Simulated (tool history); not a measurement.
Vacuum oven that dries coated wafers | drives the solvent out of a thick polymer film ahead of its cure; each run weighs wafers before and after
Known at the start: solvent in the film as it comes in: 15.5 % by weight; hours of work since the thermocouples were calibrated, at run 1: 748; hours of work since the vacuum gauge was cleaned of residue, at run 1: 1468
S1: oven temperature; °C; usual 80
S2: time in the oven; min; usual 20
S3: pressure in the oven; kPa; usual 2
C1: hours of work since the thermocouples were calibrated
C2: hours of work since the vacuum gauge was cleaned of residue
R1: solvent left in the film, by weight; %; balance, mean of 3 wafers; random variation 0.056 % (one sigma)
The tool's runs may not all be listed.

run 1 hour=0 | S1=80 S2=20 S3=2 | C1=748 C2=1468 | R1=2.83
run 2 hour=96.7 | S1=79 S2=20 S3=2 | C1=797 C2=1516 | R1=3.15
run 3 hour=163.4 | S1=79 S2=20 S3=2 | C1=830 C2=1550 | R1=3.2
run 4 hour=277.2 | S1=80 S2=20 S3=2 | C1=887 C2=1607 | R1=2.82
run 5 hour=390.5 | S1=80 S2=20 S3=2 | C1=944 C2=1663 | R1=2.88
run 6 hour=455.9 | S1=80 S2=20 S3=2 | C1=976 C2=1696 | R1=2.89
run 7 hour=513.5 | S1=80 S2=20 S3=2 | C1=1005 C2=1725 | R1=2.94
run 8 hour=590.6 | S1=80 S2=20 S3=2 | C1=1044 C2=1763 | R1=3.03
run 9 hour=690.6 | S1=80 S2=20 S3=2 | C1=1094 C2=1813 | R1=2.89
run 10 hour=737.4 | S1=80 S2=20 S3=2 | C1=1117 C2=1837 | R1=3.02
run 11 hour=817.3 | S1=80 S2=20 S3=2 | C1=1157 C2=1877 | R1=3.03
-- hour=826.5 vacuum gauge cleaned of residue and calibrated
run 12 hour=916.4 | S1=80 S2=20 S3=2 | C1=1206 C2=45 | R1=3.19
run 13 hour=997.1 | S1=80 S2=30 S3=2 | C1=1246 C2=85 | R1=2.07
run 14 hour=1092.4 | S1=80 S2=22 S3=7.81 | C1=1294 C2=133 | R1=4.67
-- hour=1113.8 oven's thermocouples calibrated
-- hour=1144.9 vacuum gauge cleaned of residue and calibrated, once more
run 15 hour=1158.1 | S1=76 S2=15 S3=1.06 | C1=21 C2=7 | R1=4.81
run 16 hour=1259.6 | S1=76 S2=24 S3=1.06 | C1=72 C2=57 | R1=2.79
run 17 hour=1360.2 | S1=78 S2=29 S3=2 | C1=123 C2=108 | R1=1.9
run 18 hour=1443.6 | S1=78 S2=29 S3=2 | C1=164 C2=149 | R1=1.87
run 19 hour=1501 | S1=78 S2=29 S3=2 | C1=193 C2=178 | R1=1.88
run 20 hour=1586.6 | S1=91 S2=30 S3=2 | C1=236 C2=221 | R1=0.53
run 21 hour=1672.7 | S1=74 S2=11 S3=6.09 | C1=279 C2=264 | R1=8.1
run 22 hour=1734.2 | S1=74 S2=11 S3=6.09 | C1=310 C2=295 | R1=8.23
run 23 hour=1823.3 | S1=90 S2=18 S3=2.55 | C1=354 C2=339 | R1=0.87
run 24 hour=1879.1 | S1=80 S2=20 S3=1.88 | C1=382 C2=367 | R1=2.62
run 25 hour=1987.4 | S1=80 S2=12 S3=1.33 | C1=436 C2=422 | R1=4.51

Hidden state or all else? Some run-to-run changes of R1, split into what the settings, what came in and random variation would give without the hidden state, and what is left for the hidden state (with any gauge scatter that isn't in both results):
The hidden state here: true wafer temperature over the reading, C; true pressure over the reading, kPa; drift of the gauge itself on solvent_pct, %.
Run 11 -> 12: vacuum gauge cleaned of residue and calibrated. R1 +0.16 %: hidden state +0.15, all else +0.01.
Run 14 -> 15: S1 80 -> 76, S2 22 -> 15, S3 7.81 -> 1.06, oven's thermocouples calibrated, vacuum gauge cleaned of residue and calibrated, once more. R1 +0.14 %: hidden state -0.77, all else +0.91.
Run 20 -> 21: S1 91 -> 74, S2 30 -> 11, S3 2 -> 6.09. R1 +7.57 %: hidden state +0.15, all else +7.42.
Run 22 -> 23: S1 74 -> 90, S2 11 -> 18, S3 6.09 -> 2.55. R1 -7.36 %: hidden state -0.11, all else -7.25.

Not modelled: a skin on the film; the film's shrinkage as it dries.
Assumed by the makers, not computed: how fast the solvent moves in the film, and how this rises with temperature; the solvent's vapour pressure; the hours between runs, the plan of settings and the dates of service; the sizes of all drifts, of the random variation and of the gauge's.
